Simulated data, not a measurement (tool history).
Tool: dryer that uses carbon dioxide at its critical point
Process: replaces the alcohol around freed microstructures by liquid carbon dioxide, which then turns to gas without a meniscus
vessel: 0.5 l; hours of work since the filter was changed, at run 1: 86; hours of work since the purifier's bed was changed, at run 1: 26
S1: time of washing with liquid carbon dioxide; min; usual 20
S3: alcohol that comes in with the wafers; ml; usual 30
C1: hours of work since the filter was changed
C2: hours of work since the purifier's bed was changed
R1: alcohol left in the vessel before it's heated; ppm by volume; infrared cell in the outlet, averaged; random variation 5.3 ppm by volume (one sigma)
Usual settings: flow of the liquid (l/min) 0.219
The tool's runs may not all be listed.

run 1 hour=0.0 | S1=20 flow_of_the_liquid_(l/min)=0.219 S3=30 | C1=86 C2=26 | R1=138
run 2 hour=5.5 | S1=27 flow_of_the_liquid_(l/min)=0.219 S3=30 | C1=89 C2=29 | R1=34
run 3 hour=15.6 | S1=27 flow_of_the_liquid_(l/min)=0.219 S3=30 | C1=95 C2=35 | R1=36
run 4 hour=28.1 | S1=20 flow_of_the_liquid_(l/min)=0.219 S3=31 | C1=102 C2=42 | R1=144
run 5 hour=36.8 | S1=20 flow_of_the_liquid_(l/min)=0.354 S3=31 | C1=107 C2=47 | R1=30
run 6 hour=45.4 | S1=20 flow_of_the_liquid_(l/min)=0.219 S3=30 | C1=112 C2=52 | R1=150
run 7 hour=58.9 | S1=20 flow_of_the_liquid_(l/min)=0.219 S3=30 | C1=119 C2=59 | R1=145
run 8 hour=69.3 | S1=20 flow_of_the_liquid_(l/min)=0.219 S3=30 | C1=125 C2=65 | R1=141
run 9 hour=75.9 | S1=21 flow_of_the_liquid_(l/min)=0.219 S3=30 | C1=129 C2=68 | R1=108
run 10 hour=89.2 | S1=21 flow_of_the_liquid_(l/min)=0.219 S3=30 | C1=136 C2=76 | R1=117
run 11 hour=97.7 | S1=21 flow_of_the_liquid_(l/min)=0.213 S3=30 | C1=141 C2=81 | R1=136
run 12 hour=106.2 | S1=21 flow_of_the_liquid_(l/min)=0.213 S3=30 | C1=145 C2=85 | R1=146
run 13 hour=118.0 | S1=20 flow_of_the_liquid_(l/min)=0.219 S3=22 | C1=152 C2=92 | R1=127
run 14 hour=129.6 | S1=20 flow_of_the_liquid_(l/min)=0.145 S3=22 | C1=158 C2=98 | R1=811
run 15 hour=135.6 | S1=20 flow_of_the_liquid_(l/min)=0.219 S3=52 | C1=162 C2=102 | R1=254
run 16 hour=141.8 | S1=20 flow_of_the_liquid_(l/min)=0.219 S3=52 | C1=165 C2=105 | R1=248
run 17 hour=151.6 | S1=15 flow_of_the_liquid_(l/min)=0.219 S3=30 | C1=171 C2=111 | R1=636
run 18 hour=165.0 | S1=15 flow_of_the_liquid_(l/min)=0.219 S3=30 | C1=178 C2=118 | R1=651
run 19 hour=174.2 | S1=18 flow_of_the_liquid_(l/min)=0.314 S3=30 | C1=183 C2=123 | R1=66
run 20 hour=180.0 | S1=15 flow_of_the_liquid_(l/min)=0.290 S3=36 | C1=187 C2=126 | R1=203
run 21 hour=189.1 | S1=15 flow_of_the_liquid_(l/min)=0.290 S3=36 | C1=192 C2=131 | R1=197
run 22 hour=198.1 | S1=17 flow_of_the_liquid_(l/min)=0.140 S3=76 | C1=197 C2=136 | R1=5868
run 23 hour=207.6 | S1=14 flow_of_the_liquid_(l/min)=0.282 S3=36 | C1=202 C2=142 | R1=336
run 24 hour=214.0 | S1=13 flow_of_the_liquid_(l/min)=0.139 S3=102 | C1=205 C2=145 | R1=16867
run 25 hour=226.2 | S1=27 flow_of_the_liquid_(l/min)=0.308 S3=98 | C1=212 C2=152 | R1=51
run 26 hour=234.1 | S1=22 flow_of_the_liquid_(l/min)=0.365 S3=85 | C1=217 C2=156 | R1=43
run 27 hour=247.0 | S1=22 flow_of_the_liquid_(l/min)=0.156 S3=78 | C1=224 C2=164 | R1=1468
run 28 hour=254.1 | S1=22 flow_of_the_liquid_(l/min)=0.156 S3=78 | C1=228 C2=168 | R1=1420
run 29 hour=260.9 | S1=22 flow_of_the_liquid_(l/min)=0.156 S3=58 | C1=232 C2=171 | R1=1109
run 30 hour=273.6 | S1=22 flow_of_the_liquid_(l/min)=0.156 S3=58 | C1=239 C2=178 | R1=1114
run 31 hour=287.0 | S1=15 flow_of_the_liquid_(l/min)=0.219 S3=30 | C1=246 C2=186 | R1=714
run 32 hour=298.3 | S1=26 flow_of_the_liquid_(l/min)=0.288 S3=63 | C1=252 C2=192 | R1=62
run 33 hour=308.6 | S1=26 flow_of_the_liquid_(l/min)=0.273 S3=98 | C1=258 C2=198 | R1=65
run 34 hour=319.6 | S1=26 flow_of_the_liquid_(l/min)=0.273 S3=98 | C1=264 C2=204 | R1=73

Measured less the same run without the tool's hidden state. The same run-to-run variation is in both; the gauge's scatter may not be:
The hidden state here: flow that reaches the vessel past the clogged filter, %; alcohol in the recycled carbon dioxide, ppm; drift of the gauge itself on alcohol_ppm, %.
run=1 R1=+22
run=2 R1=+11
run=3 R1=+12
run=4 R1=+28
run=5 R1=+13
run=6 R1=+33
run=7 R1=+35
run=8 R1=+36
run=9 R1=+34
run=10 R1=+36
run=11 R1=+41
run=12 R1=+43
run=13 R1=+42
run=14 R1=+125
run=15 R1=+70
run=16 R1=+73
run=17 R1=+123
run=18 R1=+130
run=19 R1=+38
run=20 R1=+69
run=21 R1=+70
run=22 R1=+810
run=23 R1=+100
run=24 R1=+1826
run=25 R1=+40
run=26 R1=+40
run=27 R1=+337
run=28 R1=+332
run=29 R1=+271
run=30 R1=+278
run=31 R1=+190
run=32 R1=+52
run=33 R1=+55
run=34 R1=+57
